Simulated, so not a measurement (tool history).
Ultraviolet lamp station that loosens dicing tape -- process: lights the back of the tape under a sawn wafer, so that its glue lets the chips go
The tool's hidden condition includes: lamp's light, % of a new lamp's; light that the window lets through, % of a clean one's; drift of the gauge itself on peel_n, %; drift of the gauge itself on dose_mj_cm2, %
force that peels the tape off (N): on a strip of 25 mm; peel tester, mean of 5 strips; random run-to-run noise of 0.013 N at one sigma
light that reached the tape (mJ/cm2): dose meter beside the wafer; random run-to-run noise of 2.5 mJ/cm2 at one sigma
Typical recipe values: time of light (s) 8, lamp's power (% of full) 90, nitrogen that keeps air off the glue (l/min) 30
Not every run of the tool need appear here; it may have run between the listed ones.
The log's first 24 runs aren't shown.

| run | day | time of light (s) | lamp's power (% of full) | nitrogen that keeps air off the glue (l/min) | hours of work of the lamp | hours of work since the window was cleaned | force that peels the tape off (N) | light that reached the tape (mJ/cm2) |
|---|---|---|---|---|---|---|---|---|
| 25 | 7.225 | 5 | 83 | 42 | 206 | 186 | 1.531 | 178 |
| 26 | 7.608 | 5 | 83 | 16 | 212 | 192 | 2.304 | 178 |
| 27 | 7.850 | 5 | 85 | 11 | 216 | 196 | 2.556 | 186 |
| 28 | 8.067 | 5 | 72 | 52 | 220 | 200 | 1.672 | 153 |
| 29 | 8.304 | 5 | 72 | 9 | 224 | 204 | 3.409 | 149 |
| 30 | 8.675 | 10 | 94 | 13 | 230 | 210 | 0.595 | 403 |
| 31 | 8.925 | 8 | 71 | 11 | 234 | 214 | 1.647 | 241 |
| 32 | 9.312 | 7 | 60 | 14 | 240 | 221 | 2.390 | 179 |
| 33 | 9.667 | 7 | 65 | 37 | 246 | 226 | 1.322 | 198 |
| 34 | 9.921 | 7 | 65 | 37 | 250 | 231 | 1.310 | 193 |
|  | 10.121 | window cleaned of glue's vapour |
| 35 | 10.121 | 7 | 65 | 37 | 253 | 0 | 1.361 | 195 |
| 36 | 10.517 | 7 | 90 | 30 | 260 | 7 | 0.786 | 268 |
| 37 | 10.708 | 7 | 90 | 30 | 263 | 10 | 0.787 | 271 |
| 38 | 10.975 | 14 | 81 | 44 | 267 | 14 | 0.269 | 485 |
| 39 | 11.225 | 11 | 70 | 20 | 272 | 18 | 0.672 | 338 |
| 40 | 11.417 | 13 | 63 | 39 | 275 | 21 | 0.426 | 350 |
| 41 | 11.729 | 13 | 63 | 39 | 280 | 27 | 0.433 | 353 |
| 42 | 12.154 | 13 | 63 | 39 | 287 | 34 | 0.426 | 351 |
| 43 | 12.525 | 13 | 63 | 39 | 293 | 40 | 0.433 | 351 |
| 44 | 12.700 | 5 | 79 | 19 | 296 | 43 | 2.302 | 167 |

3 options for the next run, each taken on its own from the tool as it stands now. Forecast them:
| A | 12.883 | 5 | 79 | 46 | 299 | 46 | ? | ? |
| B | 12.883 | 16 | 82 | 33 | 299 | 46 | ? | ? |
| C | 12.883 | 7 | 79 | 27 | 299 | 46 | ? | ? |

| run | force that peels the tape off (N) | light that reached the tape (mJ/cm2) |
|---|---|---|
| A | 1.534 | 166 |
| B | 0.248 | 560 |
| C | 1.068 | 236 |
Without the tool's hidden state the same runs would have given:
| run | force that peels the tape off (N) | light that reached the tape (mJ/cm2) |
|---|---|---|
| A | 1.530 | 166 |
| B | 0.248 | 561 |
| C | 1.066 | 236 |
